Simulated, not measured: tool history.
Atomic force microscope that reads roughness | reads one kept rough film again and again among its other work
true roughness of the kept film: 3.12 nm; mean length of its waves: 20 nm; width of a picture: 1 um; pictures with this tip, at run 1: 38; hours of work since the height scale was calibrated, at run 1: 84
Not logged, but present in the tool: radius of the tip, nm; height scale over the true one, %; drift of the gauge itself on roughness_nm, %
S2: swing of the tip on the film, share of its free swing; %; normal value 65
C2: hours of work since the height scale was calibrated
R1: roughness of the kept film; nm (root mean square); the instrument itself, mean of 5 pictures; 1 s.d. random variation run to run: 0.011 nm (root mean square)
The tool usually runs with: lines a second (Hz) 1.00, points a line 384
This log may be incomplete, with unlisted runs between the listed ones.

Run 1, day 0.000: usual settings; pictures with this tip 38; C2 84. Result: R1 1.931 nm (root mean square).
Run 2, day 0.279: usual settings; pictures with this tip 45; C2 88. Result: R1 1.882 nm (root mean square).
Run 3, day 0.600: usual settings; pictures with this tip 54; C2 92. Result: R1 1.806 nm (root mean square).
Run 4, day 0.912: usual settings; pictures with this tip 62; C2 96. Result: R1 1.749 nm (root mean square).
Run 5, day 1.233: usual settings; pictures with this tip 71; C2 100. Result: R1 1.696 nm (root mean square).
Run 6, day 1.575: usual settings; pictures with this tip 80; C2 105. Result: R1 1.624 nm (root mean square).
Run 7, day 1.754: usual settings; pictures with this tip 85; C2 107. Result: R1 1.589 nm (root mean square).
Run 8, day 2.058: usual settings; pictures with this tip 93; C2 111. Result: R1 1.552 nm (root mean square).
At day 2.346: new tip fitted.
Run 9, day 2.488: usual settings; pictures with this tip 4; C2 116. Result: R1 2.397 nm (root mean square).
Run 10, day 2.862: usual settings but lines a second (Hz) 2.27; pictures with this tip 14; C2 121. Result: R1 2.191 nm (root mean square).
Run 11, day 3.108: usual settings but lines a second (Hz) 1.97, points a line 680; pictures with this tip 20; C2 124. Result: R1 2.156 nm (root mean square).
At day 3.179: height scale calibrated on a step standard.
Run 12, day 3.575: usual settings but S2 62 %; pictures with this tip 31; C2 5. Result: R1 2.074 nm (root mean square).
Run 13, day 3.771: usual settings but lines a second (Hz) 1.08, S2 70 %; pictures with this tip 37; C2 8. Result: R1 1.983 nm (root mean square).
At day 3.854: height scale calibrated on a step standard, once more.
Run 14, day 4.175: usual settings but lines a second (Hz) 3.14, S2 81 %, points a line 453; pictures with this tip 46; C2 4. Result: R1 1.611 nm (root mean square).
Run 15, day 4.458: usual settings but lines a second (Hz) 0.62, S2 55 %, points a line 335; pictures with this tip 54; C2 8. Result: R1 1.868 nm (root mean square).
Run 16, day 4.696: usual settings but lines a second (Hz) 2.67, S2 77 %, points a line 517; pictures with this tip 60; C2 11. Result: R1 1.600 nm (root mean square).
Run 17, day 5.100: usual settings but lines a second (Hz) 3.65, S2 74 %, points a line 374; pictures with this tip 71; C2 16. Result: R1 1.479 nm (root mean square).
Run 18, day 5.375: usual settings but lines a second (Hz) 3.65, S2 74 %, points a line 374; pictures with this tip 78; C2 20. Result: R1 1.442 nm (root mean square).

Difference, measured minus no-hidden-state, one row per run. Run-to-run variation is common to both terms; the gauge's own scatter need not be:
run      R1
  1  -0.499
  2  -0.556
  3  -0.642
  4  -0.701
  5  -0.762
  6  -0.818
  7  -0.849
  8  -0.909
  9  -0.056
 10  -0.180
 11  -0.254
 12  -0.375
 13  -0.432
 14  -0.443
 15  -0.607
 16  -0.581
 17  -0.633
 18  -0.672
